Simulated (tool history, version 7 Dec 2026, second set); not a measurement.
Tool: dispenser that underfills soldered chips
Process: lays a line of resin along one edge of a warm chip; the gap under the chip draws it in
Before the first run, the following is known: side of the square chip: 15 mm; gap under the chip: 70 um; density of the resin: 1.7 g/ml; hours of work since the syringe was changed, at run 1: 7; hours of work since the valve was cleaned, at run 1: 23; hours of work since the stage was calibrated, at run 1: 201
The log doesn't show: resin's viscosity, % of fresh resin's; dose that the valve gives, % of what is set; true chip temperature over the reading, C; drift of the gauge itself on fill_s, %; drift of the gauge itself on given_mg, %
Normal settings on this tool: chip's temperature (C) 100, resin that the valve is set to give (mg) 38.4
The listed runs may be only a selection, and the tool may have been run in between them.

run   hour  chip's temperature (C)  resin that the valve is set to give (mg)  hours of work since the syringe was changed  hours of work since the valve was cleaned  hours of work since the stage was calibrated  time until the resin shows at the far edge (s)  resin that the valve gave (mg)
  1    0.0                     100                                      38.4                                            7                                         23                                           201                                           162.3                           38.04
       0.9  -- new syringe of resin
  2    9.1                     100                                      38.4                                            5                                         29                                           207                                           143.5                           37.70
      13.3  -- new syringe of resin
  3   15.0                     100                                      36.4                                            1                                         32                                           210                                           105.1                           35.41
      25.2  -- new syringe of resin
  4   25.2                     100                                      36.4                                            0                                         39                                           216                                            95.8                           35.53
  5   34.2                     100                                      36.4                                            6                                         45                                           222                                           145.2                           35.51
      37.1  -- new syringe of resin
  6   44.0                     100                                      45.1                                            4                                         51                                           228                                           132.5                           43.37
      49.0  -- new syringe of resin
  7   49.5                     100                                      45.1                                            0                                         54                                           232                                            94.8                           43.37
  8   57.6                      89                                      38.4                                            6                                         59                                           237                                           218.3                           36.88
      60.9  -- new syringe of resin
  9   66.8                      89                                      37.8                                            4                                         65                                           243                                           187.9                           36.00
      72.4  -- new syringe of resin
 10   74.3                      89                                      37.8                                            1                                         69                                           247                                           157.0                           36.13
 11   82.1                      89                                      37.8                                            6                                         74                                           252                                           228.9                           36.10
      84.2  -- new syringe of resin
 12   88.7                      89                                      37.8                                            3                                         78                                           256                                           173.5                           35.91
      95.8  -- new syringe of resin
 13   95.8                     109                                      41.9                                            0                                         83                                           261                                            67.8                           39.16
 14  101.6                     109                                      41.9                                            4                                         86                                           264                                            90.7                           39.55
 15  106.9                      87                                      38.4                                            7                                         90                                           268                                           264.3                           36.03
     107.8  -- new syringe of resin
 16  113.6                      87                                      38.4                                            4                                         94                                           272                                           199.5                           35.90
 17  118.8                      87                                      38.4                                            7                                         97                                           275                                           258.9                           35.97
     120.0  -- new syringe of resin
 18  129.1                     100                                      40.2                                            6                                        104                                           281                                           143.7                           37.38

Selected run-to-run steps in time until the resin shows at the far edge (s), each split into two signed amounts: the part the tool would show with no hidden state at all (from settings, incoming material and random variation), and the remainder, which goes to the hidden state together with any gauge scatter not common to the measured and the hidden-state-free results:
Run 14 -> 15: chip's temperature (C) 109 -> 87, resin that the valve is set to give (mg) 41.9 -> 38.4. time until the resin shows at the far edge (s) +173.6: hidden state +84.4, all else +89.2.

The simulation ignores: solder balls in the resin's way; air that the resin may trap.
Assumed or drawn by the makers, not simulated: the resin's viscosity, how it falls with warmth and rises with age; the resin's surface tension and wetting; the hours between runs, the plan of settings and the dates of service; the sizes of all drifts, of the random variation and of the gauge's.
